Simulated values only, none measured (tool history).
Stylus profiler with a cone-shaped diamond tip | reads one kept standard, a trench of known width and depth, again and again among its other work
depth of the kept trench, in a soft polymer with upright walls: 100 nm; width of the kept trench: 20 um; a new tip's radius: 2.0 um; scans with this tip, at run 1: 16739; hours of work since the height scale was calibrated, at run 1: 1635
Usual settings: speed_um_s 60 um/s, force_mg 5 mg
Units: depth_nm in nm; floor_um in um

run	hour	speed_um_s	force_mg	scans with this tip	hours of work since the height scale was calibrated	depth_nm	floor_um
1	0	60	5	16739	1635	101.15	18.03
2	33.8	35	5	17008	1662	101.12	18.18
3	79	35	5	17366	1696	101.09	18.15
4	143.4	60	2.22	17876	1746	100.38	17.91
5	184.1	60	2.22	18199	1778	100.43	17.91
6	211.1	60	2.22	18413	1799	100.52	17.91
7	239.3	83	5	18637	1821	101.23	17.91
8	288.2	42	5	19024	1859	101.03	18.08
9	345.8	119	5	19481	1903	101.02	17.79
10	395.2	60	5	19873	1941	101.04	17.99
11	433.7	60	5	20179	1971	100.93	18.03
12	490	95	5	20625	2015	101.01	17.83
13	517.2	95	5	20840	2036	101.01	17.82
14	570.1	60	7.29	21259	2077	101.48	18.03
15	620.1	60	7.29	21656	2116	101.51	18.01
16	667.6	204	5	22033	2152	101.06	17.4
17	695.4	204	5	22253	2174	100.93	17.38
18	725.4	204	5	22491	2197	100.98	17.34
19	782.1	60	5	22941	2241	101.01	17.92
20	829.2	60	5	23314	2278	100.91	17.91
21	888.6	60	5	23785	2324	100.88	17.97
# hour 899.6: height scale calibrated on a step standard
22	938.7	60	5	24178	30	100.7	17.91
23	987.7	74	5	24567	68	100.63	17.89
24	1035.7	25	7.24	24947	105	101.19	18.03
25	1072.4	22	7.9	25239	134	101.24	18.08
26	1099.6	29	4.91	25454	155	100.7	18.01
27	1147.9	17	4.05	25837	192	100.47	18.04
28	1188.4	89	1.84	26158	224	99.77	17.56
29	1238.4	21	9.31	26555	262	101.48	17.99
# hour 1279.4: height scale calibrated on a step standard, once more
30	1289.2	21	9.31	26953	8	102.56	18.02
31	1343.7	91	10.86	27386	50	102.76	17.83
32	1394.2	234	5.5	27786	89	101.77	17.2
33	1449.4	55	4.92	28224	132	101.6	17.85
34	1488.5	68	2.61	28534	162	100.98	17.68
# hour 1517.9: new tip fitted, height scale calibrated
35	1529.5	68	2.61	92	9	101.06	18.4
36	1585.8	60	7.07	538	53	102.16	18.51
37	1640.4	60	7.07	971	95	102.12	18.52
38	1673.3	210	6.8	1232	120	102.01	18.05
39	1722.3	18	12.92	1621	158	103.1	18.59
40	1756.3	18	7.47	1890	185	102.18	18.66
41	1797.8	67	9.22	2219	217	102.54	18.42
42	1842.1	67	9.22	2570	251	102.41	18.41
43	1875.6	116	2.1	2836	277	100.9	17.95
44	1925.3	29	6.49	3230	316	101.91	18.55
45	1965.3	46	2.64	3548	347	101.09	18.43
46	2032.6	54	3.35	4081	399	101.11	18.42

Forecast each of these 3 alternatives for the next run:
A	2099.2	55	3.72	4609	450	?	?
B	2099.2	99	2.71	4609	450	?	?
C	2099.2	54	1.82	4609	450	?	?

run	depth_nm	floor_um
A	101.27	18.42
B	101.11	18.07
C	100.76	18.28
Without the tool's hidden state the same runs would have given:
run	depth_nm	floor_um
A	101.41	18.54
B	101.25	18.19
C	100.9	18.4
